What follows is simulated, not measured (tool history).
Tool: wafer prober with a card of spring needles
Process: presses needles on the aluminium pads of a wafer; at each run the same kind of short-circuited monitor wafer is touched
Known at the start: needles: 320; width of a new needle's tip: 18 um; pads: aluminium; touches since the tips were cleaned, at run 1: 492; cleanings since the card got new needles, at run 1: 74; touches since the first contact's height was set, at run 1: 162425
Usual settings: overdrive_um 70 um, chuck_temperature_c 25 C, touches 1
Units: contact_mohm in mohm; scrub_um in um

| run | hour | overdrive_um | chuck_temperature_c | touches | touches since the tips were cleaned | cleanings since the card got new needles | touches since the first contact's height was set | contact_mohm | scrub_um |
|---|---|---|---|---|---|---|---|---|---|
| 1 | 0 | 70 | 25 | 1 | 492 | 74 | 162425 | 263 | 11.85 |
|  | 2.9 | tips cleaned on abrasive film |
|  | 6.8 | tips cleaned on abrasive film |
|  | 10.8 | tips cleaned on abrasive film |
| 2 | 11.1 | 70 | 25 | 1 | 162 | 77 | 168676 | 230 | 11.65 |
|  | 14.9 | tips cleaned on abrasive film |
|  | 18.3 | tips cleaned on abrasive film |
| 3 | 20.4 | 70 | 25 | 1 | 1248 | 79 | 174001 | 328 | 11.85 |
|  | 22 | tips cleaned on abrasive film |
|  | 25.6 | tips cleaned on abrasive film |
| 4 | 26.1 | 70 | 25 | 1 | 278 | 81 | 177194 | 245 | 11.65 |
|  | 27 | height of the first contact set anew |
|  | 29.8 | tips cleaned on abrasive film |
|  | 33.2 | tips cleaned on abrasive film |
| 5 | 35 | 53 | 25 | 1 | 1011 | 83 | 4533 | 467 | 7.24 |
|  | 37.2 | tips cleaned on abrasive film |
| 6 | 39.9 | 53 | 25 | 1 | 1596 | 84 | 7358 | 596 | 7.27 |
|  | 40.7 | tips cleaned on abrasive film |
|  | 44.3 | tips cleaned on abrasive film |
|  | 47.8 | tips cleaned on abrasive film |
| 7 | 49.7 | 53 | 25 | 2 | 1103 | 87 | 12852 | 400 | 7.16 |
|  | 51.7 | tips cleaned on abrasive film |
|  | 55.1 | tips cleaned on abrasive film |
| 8 | 56.5 | 52 | 49 | 2 | 820 | 89 | 16706 | 379 | 7.08 |
|  | 58.6 | tips cleaned on abrasive film |
| 9 | 61.5 | 50 | 40 | 3 | 1691 | 90 | 19531 | 425 | 6.38 |
|  | 62.4 | tips cleaned on abrasive film |
|  | 66.4 | tips cleaned on abrasive film |
|  | 70.1 | tips cleaned on abrasive film |
| 10 | 71.5 | 50 | 40 | 3 | 814 | 93 | 25161 | 351 | 6.35 |
|  | 73.4 | tips cleaned on abrasive film |
|  | 75.9 | height of the first contact set anew, once more |
|  | 77.2 | tips cleaned on abrasive film |
| 11 | 79 | 50 | 40 | 1 | 1017 | 95 | 1750 | 367 | 9.57 |

Measured less the same run without the tool's hidden state. The same run-to-run variation is in both; the gauge's scatter may not be:
The hidden state here: debris on the tips, nm; way that the needles fall short of the set height, um; tips' diameter, um; drift of the gauge itself on contact_mohm, %; drift of the gauge itself on scrub_um, %.
| run | contact_mohm | scrub_um |
|---|---|---|
| 1 | +67 | -1.69 |
| 2 | +31 | -1.76 |
| 3 | +129 | -1.84 |
| 4 | +47 | -1.83 |
| 5 | +264 | -3.02 |
| 6 | +392 | -3.03 |
| 7 | +197 | -3.15 |
| 8 | +170 | -3.18 |
| 9 | +215 | -3.16 |
| 10 | +141 | -3.25 |
| 11 | +156 | -0.03 |
